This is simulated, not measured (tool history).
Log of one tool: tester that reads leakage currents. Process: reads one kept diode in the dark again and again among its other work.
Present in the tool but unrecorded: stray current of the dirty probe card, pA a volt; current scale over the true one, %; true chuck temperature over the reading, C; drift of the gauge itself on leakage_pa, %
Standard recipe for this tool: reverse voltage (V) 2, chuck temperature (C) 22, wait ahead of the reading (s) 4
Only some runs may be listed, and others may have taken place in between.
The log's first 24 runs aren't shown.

| run | hour | reverse voltage (V) | chuck temperature (C) | wait ahead of the reading (s) | hours of work since the probe card was cleaned | hours of work since the tester was calibrated | hours of work since the chuck was calibrated | current that the tester gives (pA) |
|---|---|---|---|---|---|---|---|---|
| 25 | 3101 | 6.61 | 41 | 1.2 | 782 | 4340 | 1609 | 974.41 |
| 26 | 3184.2 | 10.28 | 59 | 0.54 | 825 | 4382 | 1651 | 5064.05 |
| 27 | 3324.9 | 16.28 | 40 | 2.31 | 896 | 4454 | 1722 | 1293.14 |
| 28 | 3488.1 | 1.38 | 21 | 2.31 | 979 | 4536 | 1805 | 80.73 |
|  | 3498.6 | tester calibrated |
| 29 | 3675.8 | 1.38 | 21 | 2.31 | 1073 | 90 | 1899 | 81.43 |
| 30 | 3816 | 1.04 | 22 | 2.02 | 1144 | 161 | 1970 | 79.82 |
| 31 | 3938.8 | 1.04 | 22 | 2.02 | 1207 | 223 | 2033 | 80.11 |
| 32 | 4054.7 | 1.04 | 22 | 2.02 | 1265 | 282 | 2092 | 80.71 |
| 33 | 4215 | 1.04 | 22 | 0.5 | 1347 | 364 | 2173 | 80.59 |
| 34 | 4397.7 | 1.04 | 22 | 0.5 | 1439 | 456 | 2266 | 81.32 |
|  | 4521 | tester calibrated, once more |
| 35 | 4559.6 | 2 | 53 | 0.68 | 1520 | 20 | 2347 | 1599.39 |
| 36 | 4671.8 | 1.97 | 24 | 4 | 1577 | 77 | 2404 | 124.33 |
|  | 4689 | chuck's temperature calibrated |
| 37 | 4789.5 | 1.97 | 24 | 4 | 1636 | 135 | 51 | 116.79 |
| 38 | 4917.9 | 1.01 | 56 | 0.84 | 1701 | 200 | 116 | 1460.78 |
| 39 | 5008.5 | 1.44 | 30 | 0.38 | 1747 | 246 | 162 | 182.66 |
| 40 | 5144.5 | 1.44 | 30 | 0.38 | 1816 | 315 | 231 | 183.24 |

4 options for the next run, each taken on its own from the tool as it stands now. Forecast them:
| A | 5241 | 1.44 | 30 | 0.54 | 1865 | 364 | 280 | ? |
| B | 5241 | 1.06 | 30 | 0.38 | 1865 | 364 | 280 | ? |
| C | 5241 | 2.58 | 30 | 0.38 | 1865 | 364 | 280 | ? |
| D | 5241 | 2.5 | 30 | 0.38 | 1865 | 364 | 280 | ? |

| run | current that the tester gives (pA) |
|---|---|
| A | 183.57 |
| B | 160.98 |
| C | 234.25 |
| D | 231.19 |
What these runs would have given with no unlogged condition in the tool:
| run | current that the tester gives (pA) |
|---|---|
| A | 179.24 |
| B | 157.3 |
| C | 228.27 |
| D | 225.32 |
